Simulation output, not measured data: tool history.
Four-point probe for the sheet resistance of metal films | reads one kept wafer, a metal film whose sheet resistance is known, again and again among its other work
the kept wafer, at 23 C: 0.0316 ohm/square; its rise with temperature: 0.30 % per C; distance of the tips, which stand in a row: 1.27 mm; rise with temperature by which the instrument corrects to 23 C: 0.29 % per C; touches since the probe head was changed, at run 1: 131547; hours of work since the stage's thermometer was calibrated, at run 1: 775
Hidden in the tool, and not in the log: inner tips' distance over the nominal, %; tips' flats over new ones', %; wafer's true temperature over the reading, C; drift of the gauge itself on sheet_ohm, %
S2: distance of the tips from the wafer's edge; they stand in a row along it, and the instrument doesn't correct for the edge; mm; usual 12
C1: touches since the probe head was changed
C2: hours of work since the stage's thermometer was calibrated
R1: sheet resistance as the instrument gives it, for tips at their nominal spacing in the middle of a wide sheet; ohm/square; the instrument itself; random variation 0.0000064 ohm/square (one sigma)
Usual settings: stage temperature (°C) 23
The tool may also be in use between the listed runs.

{"run": 1, "hour": 0.0, "stage temperature (°C)": 23, "S2": 12, "C1": 131547, "C2": 775, "R1": 0.031541}
{"run": 2, "hour": 16.1, "stage temperature (°C)": 22, "S2": 12, "C1": 132528, "C2": 786, "R1": 0.031544}
{"run": 3, "hour": 35.5, "stage temperature (°C)": 22, "S2": 12, "C1": 133712, "C2": 800, "R1": 0.031533}
{"run": 4, "hour": 62.8, "stage temperature (°C)": 31, "S2": 12, "C1": 135376, "C2": 819, "R1": 0.031556}
{"run": 5, "hour": 74.9, "stage temperature (°C)": 31, "S2": 12, "C1": 136115, "C2": 828, "R1": 0.031563}
{"run": 6, "hour": 91.8, "stage temperature (°C)": 31, "S2": 12, "C1": 137144, "C2": 840, "R1": 0.031553}
{"run": 7, "hour": 111.9, "stage temperature (°C)": 31, "S2": 12, "C1": 138367, "C2": 854, "R1": 0.031556}
{"run": 8, "hour": 124.2, "stage temperature (°C)": 31, "S2": 12, "C1": 139117, "C2": 862, "R1": 0.031561}
{"hour": 127.0, "done": "stage's thermometer calibrated"}
{"run": 9, "hour": 139.3, "stage temperature (°C)": 23, "S2": 34, "C1": 140008, "C2": 9, "R1": 0.031366}
{"run": 10, "hour": 155.0, "stage temperature (°C)": 22, "S2": 6, "C1": 140963, "C2": 20, "R1": 0.032071}
{"run": 11, "hour": 176.1, "stage temperature (°C)": 33, "S2": 21, "C1": 142252, "C2": 35, "R1": 0.031438}
{"run": 12, "hour": 200.5, "stage temperature (°C)": 21, "S2": 12, "C1": 143741, "C2": 52, "R1": 0.031522}
{"run": 13, "hour": 218.7, "stage temperature (°C)": 33, "S2": 15, "C1": 144851, "C2": 65, "R1": 0.031489}
{"hour": 231.7, "done": "stage's thermometer calibrated, once more"}
{"run": 14, "hour": 232.6, "stage temperature (°C)": 26, "S2": 27, "C1": 145664, "C2": 1, "R1": 0.031362}
{"run": 15, "hour": 257.6, "stage temperature (°C)": 26, "S2": 27, "C1": 147191, "C2": 18, "R1": 0.031363}

The next listed run, before its measurement:
{"run": 16, "hour": 283.2, "stage temperature (°C)": 26, "S2": 27, "C1": 148752, "C2": 36, "R1": "?"}

Run 16 gave R1 0.031354 ohm/square.
Without the tool's hidden state the same run would have given R1 0.03165 ohm/square.
